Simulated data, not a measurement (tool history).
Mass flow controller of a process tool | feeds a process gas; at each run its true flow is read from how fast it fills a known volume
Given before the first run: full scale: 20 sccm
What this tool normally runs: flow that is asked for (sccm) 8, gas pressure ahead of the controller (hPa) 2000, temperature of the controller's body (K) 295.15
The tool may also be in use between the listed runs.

| run | hour | flow that is asked for (sccm) | gas pressure ahead of the controller (hPa) | temperature of the controller's body (K) | true flow (%) |
|---|---|---|---|---|---|
| 1 | 0 | 8 | 2000 | 295.15 | 98.64 |
| 2 | 232.6 | 8 | 2000 | 295.15 | 98.55 |
| 3 | 426.9 | 8 | 2000 | 295.15 | 98.6 |
| 4 | 706.9 | 8 | 2000 | 295.15 | 98.47 |
| 5 | 1008.8 | 8 | 2000 | 312.15 | 97.09 |
| 6 | 1272.2 | 3 | 2000 | 312.15 | 96.1 |
| 7 | 1628.5 | 8 | 1970 | 295.15 | 98.27 |
| 8 | 1812.5 | 8 | 1970 | 295.15 | 98.13 |
| 9 | 2047.5 | 8 | 1970 | 296.15 | 98.15 |
| 10 | 2233.5 | 8 | 1970 | 296.15 | 98.1 |
| 11 | 2502.6 | 8 | 1970 | 296.15 | 97.94 |
| 12 | 2755.5 | 8 | 1970 | 296.15 | 97.96 |
| 13 | 2973.1 | 8 | 2000 | 295.15 | 97.91 |
| 14 | 3204.1 | 8 | 2000 | 295.15 | 97.84 |
| 15 | 3406.6 | 8 | 2000 | 295.15 | 97.8 |
| 16 | 3613 | 8 | 2000 | 300.15 | 97.24 |
| 17 | 3839.5 | 8 | 2000 | 300.15 | 97.31 |
| 18 | 4160.8 | 9 | 1680 | 300.15 | 97.13 |
|  | 4190.3 | controller's zero set anew |
| 19 | 4328.4 | 2 | 1680 | 306.15 | 94.21 |

For run 20, what comes out?
| 20 | 4588.5 | 3 | 1600 | 302.15 | ? |

{"run 20": {"true flow (%)": 95.23}}
Minus the tool's unlogged condition, the same run would have read true flow (%) 98.39.
